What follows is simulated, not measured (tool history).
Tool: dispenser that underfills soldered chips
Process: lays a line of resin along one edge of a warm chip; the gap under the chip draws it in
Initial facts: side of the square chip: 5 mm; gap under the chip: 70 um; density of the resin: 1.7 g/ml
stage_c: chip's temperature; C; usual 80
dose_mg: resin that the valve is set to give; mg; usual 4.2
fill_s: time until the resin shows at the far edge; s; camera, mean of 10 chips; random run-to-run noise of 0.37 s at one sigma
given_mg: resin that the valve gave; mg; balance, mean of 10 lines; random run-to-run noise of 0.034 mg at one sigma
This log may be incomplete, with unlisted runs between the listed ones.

run 1 hour=0 | stage_c=80 dose_mg=4.2 | fill_s=45.6 given_mg=4.14
-- hour=2.6 new syringe of resin
run 2 hour=3.9 | stage_c=80 dose_mg=4.2 | fill_s=23.9 given_mg=4.12
run 3 hour=12.3 | stage_c=80 dose_mg=4.2 | fill_s=34.2 given_mg=4.09
run 4 hour=15.8 | stage_c=80 dose_mg=4.42 | fill_s=41.4 given_mg=4.26
-- hour=20.6 new syringe of resin
run 5 hour=23 | stage_c=79 dose_mg=4.2 | fill_s=26 given_mg=4.06
run 6 hour=29.7 | stage_c=79 dose_mg=4.2 | fill_s=34.6 given_mg=4.07
run 7 hour=35.3 | stage_c=79 dose_mg=4.2 | fill_s=44.2 given_mg=4
-- hour=38.6 new syringe of resin
run 8 hour=42.2 | stage_c=79 dose_mg=4.2 | fill_s=27.3 given_mg=4.02
run 9 hour=49.1 | stage_c=79 dose_mg=4.2 | fill_s=36.6 given_mg=4.06
run 10 hour=54.1 | stage_c=71 dose_mg=4.2 | fill_s=59.9 given_mg=4
-- hour=56.7 new syringe of resin
run 11 hour=62.4 | stage_c=71 dose_mg=4.2 | fill_s=37.7 given_mg=3.99
run 12 hour=69 | stage_c=80 dose_mg=3.84 | fill_s=39.7 given_mg=3.7
-- hour=75.1 new syringe of resin
run 13 hour=77.4 | stage_c=80 dose_mg=3.84 | fill_s=25.7 given_mg=3.63
run 14 hour=81.7 | stage_c=80 dose_mg=3.84 | fill_s=30.5 given_mg=3.66
run 15 hour=90 | stage_c=65 dose_mg=3.77 | fill_s=72.9 given_mg=3.55
-- hour=92.9 new syringe of resin
run 16 hour=98.4 | stage_c=75 dose_mg=5.07 | fill_s=32.8 given_mg=4.74
run 17 hour=105.9 | stage_c=75 dose_mg=5.07 | fill_s=45.9 given_mg=4.73
-- hour=110.7 new syringe of resin
run 18 hour=111.2 | stage_c=75 dose_mg=5.07 | fill_s=26.7 given_mg=4.69
run 19 hour=118.3 | stage_c=83 dose_mg=4.58 | fill_s=29 given_mg=4.35
run 20 hour=121.7 | stage_c=75 dose_mg=3.65 | fill_s=45.8 given_mg=3.36
run 21 hour=127.8 | stage_c=83 dose_mg=4.47 | fill_s=44.1 given_mg=4.12
-- hour=128.7 new syringe of resin
run 22 hour=131.9 | stage_c=83 dose_mg=4.47 | fill_s=23.6 given_mg=4.12
run 23 hour=140.2 | stage_c=78 dose_mg=3.77 | fill_s=42.1 given_mg=3.43
run 24 hour=145.4 | stage_c=95 dose_mg=5.34 | fill_s=30.4 given_mg=4.89

Below are 4 alternative next runs, each starting from the tool's condition after run 24. Predict each:
-- hour=146.4 new syringe of resin
run A hour=149.8 | stage_c=90 dose_mg=4.94 | fill_s=? given_mg=?
-- hour=146.4 new syringe of resin
run B hour=149.8 | stage_c=82 dose_mg=4.2 | fill_s=? given_mg=?
-- hour=146.4 new syringe of resin
run C hour=149.8 | stage_c=78 dose_mg=3.93 | fill_s=? given_mg=?
-- hour=146.4 new syringe of resin
run D hour=149.8 | stage_c=66 dose_mg=5.34 | fill_s=? given_mg=?

run=A fill_s=18.7 given_mg=4.52
run=B fill_s=24.4 given_mg=3.83
run=C fill_s=28.3 given_mg=3.62
run=D fill_s=39.1 given_mg=4.83
The same runs, with their run-to-run variation unchanged, on a tool lacking any hidden condition would have given:
run=A fill_s=15.6 given_mg=4.94
run=B fill_s=20.1 given_mg=4.19
run=C fill_s=23.1 given_mg=3.96
run=D fill_s=32.6 given_mg=5.28
